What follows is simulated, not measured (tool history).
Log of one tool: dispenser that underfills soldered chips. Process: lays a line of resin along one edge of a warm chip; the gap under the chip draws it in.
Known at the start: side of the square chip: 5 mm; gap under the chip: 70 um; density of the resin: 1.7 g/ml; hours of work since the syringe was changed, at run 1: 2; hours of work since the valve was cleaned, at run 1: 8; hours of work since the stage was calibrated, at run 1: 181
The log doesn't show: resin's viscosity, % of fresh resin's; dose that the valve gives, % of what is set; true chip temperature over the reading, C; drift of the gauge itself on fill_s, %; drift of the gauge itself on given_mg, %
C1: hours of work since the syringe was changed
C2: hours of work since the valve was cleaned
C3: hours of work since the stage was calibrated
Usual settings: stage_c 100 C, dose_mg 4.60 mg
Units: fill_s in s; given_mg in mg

Run 1, hour 0.0: usual settings; C1 2; C2 8; C3 181. Result: fill_s 23.9 s, given_mg 4.59 mg.
Run 2, hour 5.4: usual settings; C1 6; C2 12; C3 185. Result: fill_s 32.9 s, given_mg 4.57 mg.
At hour 9.1: new syringe of resin.
Run 3, hour 12.2: usual settings; C1 2; C2 17; C3 190. Result: fill_s 25.6 s, given_mg 4.60 mg.
Run 4, hour 15.9: usual settings; C1 5; C2 20; C3 192. Result: fill_s 31.0 s, given_mg 4.49 mg.
Run 5, hour 20.1: usual settings; C1 8; C2 23; C3 195. Result: fill_s 39.9 s, given_mg 4.47 mg.
At hour 21.1: new syringe of resin.
Run 6, hour 25.4: usual settings; C1 3; C2 27; C3 199. Result: fill_s 26.8 s, given_mg 4.50 mg.
Run 7, hour 28.7: usual settings but stage_c 108 C, dose_mg 4.72 mg; C1 6; C2 29; C3 202. Result: fill_s 25.3 s, given_mg 4.64 mg.
At hour 33.3: new syringe of resin.
Run 8, hour 36.3: usual settings but dose_mg 4.36 mg; C1 2; C2 35; C3 207. Result: fill_s 24.9 s, given_mg 4.21 mg.
Run 9, hour 40.6: usual settings but stage_c 93 C, dose_mg 5.35 mg; C1 5; C2 38; C3 210. Result: fill_s 40.4 s, given_mg 5.17 mg.
At hour 45.3: new syringe of resin.
Run 10, hour 47.6: usual settings but stage_c 94 C, dose_mg 5.06 mg; C1 2; C2 43; C3 215. Result: fill_s 28.9 s, given_mg 4.90 mg.
Run 11, hour 52.2: usual settings but stage_c 97 C, dose_mg 5.46 mg; C1 5; C2 46; C3 219. Result: fill_s 33.4 s, given_mg 5.26 mg.
Run 12, hour 55.3: usual settings but stage_c 88 C, dose_mg 5.46 mg; C1 7; C2 49; C3 221. Result: fill_s 54.7 s, given_mg 5.23 mg.

4 ways to go on from here, each from the tool as it stands after run 12. What would each give?
At hour 57.5: new syringe of resin.
Run A, hour 59.4: usual settings but stage_c 111 C, dose_mg 4.24 mg; C1 1; C2 52; C3 224. Result: fill_s ?, given_mg ?.
At hour 57.5: new syringe of resin.
Run B, hour 59.4: usual settings but stage_c 96 C, dose_mg 3.96 mg; C1 1; C2 52; C3 224. Result: fill_s ?, given_mg ?.
At hour 57.5: new syringe of resin.
Run C, hour 59.4: usual settings but dose_mg 5.99 mg; C1 1; C2 52; C3 224. Result: fill_s ?, given_mg ?.
At hour 57.5: new syringe of resin.
Run D, hour 59.4: usual settings but stage_c 87 C, dose_mg 4.43 mg; C1 1; C2 52; C3 224. Result: fill_s ?, given_mg ?.

run  fill_s  given_mg
  A    16.6      4.04
  B    27.6      3.86
  C    23.6      5.75
  D    38.7      4.30
Without the tool's hidden state the same runs would have given:
run  fill_s  given_mg
  A    14.2      4.21
  B    23.4      4.01
  C    20.3      5.99
  D    33.1      4.48

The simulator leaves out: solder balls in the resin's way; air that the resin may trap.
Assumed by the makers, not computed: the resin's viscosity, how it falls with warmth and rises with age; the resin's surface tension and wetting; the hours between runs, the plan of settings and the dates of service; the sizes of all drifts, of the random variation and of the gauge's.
